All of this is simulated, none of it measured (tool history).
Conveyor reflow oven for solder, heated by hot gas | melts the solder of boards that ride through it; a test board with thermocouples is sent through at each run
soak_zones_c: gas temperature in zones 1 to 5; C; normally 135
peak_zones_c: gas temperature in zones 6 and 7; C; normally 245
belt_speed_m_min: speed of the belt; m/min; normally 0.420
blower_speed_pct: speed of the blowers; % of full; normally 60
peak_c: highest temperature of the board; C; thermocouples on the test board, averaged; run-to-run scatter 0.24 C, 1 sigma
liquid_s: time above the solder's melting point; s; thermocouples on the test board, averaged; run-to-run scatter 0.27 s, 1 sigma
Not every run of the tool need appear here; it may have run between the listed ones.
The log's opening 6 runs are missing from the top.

run     day  soak_zones_c  peak_zones_c  belt_speed_m_min  blower_speed_pct  hours of work since the flux was cleaned out  hours of work since the belt drive was overhauled  hours of work since the thermocouples were changed  peak_c  liquid_s
  7   1.671           135           245             0.420                60                                           371                                                211                                                 585   226.3      70.6
  8   1.954           135           245             0.420                79                                           375                                                215                                                 589   229.5      72.9
  9   2.362           121           245             0.420                79                                           380                                                220                                                 594   227.1      66.9
      2.538  -- thermocouples of zones 6 and 7 changed
 10   2.850           121           245             0.420                79                                           386                                                226                                                   4   225.7      65.2
 11   3.038           121           245             0.420                79                                           388                                                228                                                   7   225.4      65.4
 12   3.250           135           245             0.369                60                                           391                                                231                                                  10   229.3      83.1
 13   3.696           135           245             0.420                60                                           397                                                237                                                  16   224.7      68.7
      4.038  -- flux residue cleaned out of gas plates and filters
 14   4.308           135           245             0.420                60                                             4                                                243                                                  21   227.4      71.4
 15   4.583           135           245             0.420                60                                             7                                                246                                                  25   227.5      71.7
 16   4.958           135           245             0.420                60                                            12                                                251                                                  30   227.4      72.0
 17   5.279           135           245             0.420                60                                            17                                                256                                                  34   227.3      71.5
 18   5.638           135           245             0.420                60                                            22                                                260                                                  39   227.5      71.8
 19   5.946           127           258             0.420                60                                            26                                                265                                                  43   238.0      75.7
 20   6.167           148           258             0.367                72                                            29                                                268                                                  46   247.7      99.0
 21   6.625           148           258             0.367                72                                            35                                                274                                                  52   247.2      99.2
 22   7.071           148           258             0.367                72                                            41                                                280                                                  58   247.4      99.5
 23   7.529           148           258             0.362                62                                            47                                                286                                                  64   246.3      99.9
 24   7.900           141           258             0.370                62                                            52                                                291                                                  69   244.5      95.2
 25   8.275           139           249             0.409                89                                            57                                                296                                                  74   236.8      81.2
 26   8.725           148           248             0.343                75                                            63                                                302                                                  80   239.6     101.9
 27   9.167           148           248             0.434                75                                            69                                                308                                                  86   233.4      77.5
 28   9.621           125           245             0.405                60                                            75                                                314                                                  92   227.0      70.6
 29   9.979           125           245             0.416                67                                            80                                                319                                                  97   227.8      69.3
 30  10.267           125           242             0.416                62                                            84                                                323                                                 101   223.9      66.2
 31  10.562           132           254             0.372                60                                            88                                                327                                                 105   239.1      88.1

Here are 4 independent what-if runs from the current tool condition. What would each one return?
  A  10.929           132           254             0.391                60                                            93                                                332                                                 110       ?         ?
  B  10.929           132           258             0.372                79                                            93                                                332                                                 110       ?         ?
  C  10.929           123           254             0.356                60                                            93                                                332                                                 110       ?         ?
  D  10.929           135           245             0.457                60                                            93                                                332                                                 110       ?         ?

run  peak_c  liquid_s
  A   237.8      83.0
  B   246.2      91.7
  C   239.8      89.0
  D   224.3      63.3
Without the tool's unlogged condition, the same runs would have read:
run  peak_c  liquid_s
  A   237.9      82.3
  B   246.4      90.9
  C   239.9      88.3
  D   224.5      62.9
